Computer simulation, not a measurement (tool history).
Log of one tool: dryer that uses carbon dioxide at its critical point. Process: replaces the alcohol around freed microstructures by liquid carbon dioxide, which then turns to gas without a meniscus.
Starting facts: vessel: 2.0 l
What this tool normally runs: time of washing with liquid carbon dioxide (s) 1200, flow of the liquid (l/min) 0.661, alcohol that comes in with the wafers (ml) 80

run	day	time of washing with liquid carbon dioxide (s)	flow of the liquid (l/min)	alcohol that comes in with the wafers (ml)	alcohol left in the vessel before it's heated (ppm by volume)
1	0	1200	0.661	80	250
# day 1.146: inlet filter changed
2	1.625	1200	0.661	80	107
3	2.475	1200	0.661	80	107
4	3.908	1200	0.639	80	145
5	5.188	1200	0.661	80	133
6	6.579	1200	0.661	80	144
7	7.346	1200	0.661	80	143
8	8.733	780	0.661	80	1014
9	10.071	780	0.661	80	1065
10	11.058	1200	0.661	80	168
11	12.471	1200	0.661	80	185
12	13.7	1200	0.661	80	193
13	15.071	1200	0.661	80	210
14	15.85	1200	0.661	32	111
15	16.592	1200	0.661	32	94
16	17.292	1200	0.661	32	104
17	18.312	1200	0.661	32	111
18	19.183	1200	0.661	21	91
19	20.321	720	0.75	34	536
# day 21.733: inlet filter changed
20	21.958	1920	0.661	88	35
21	23.446	1500	1.04	22	30

Predict the results of run 22:
22	24.496	1560	0.713	75	?

{"run 22": {"alcohol left in the vessel before it's heated (ppm by volume)": 51}}
Without the tool's hidden state the same run would have given alcohol left in the vessel before it's heated (ppm by volume) 21.

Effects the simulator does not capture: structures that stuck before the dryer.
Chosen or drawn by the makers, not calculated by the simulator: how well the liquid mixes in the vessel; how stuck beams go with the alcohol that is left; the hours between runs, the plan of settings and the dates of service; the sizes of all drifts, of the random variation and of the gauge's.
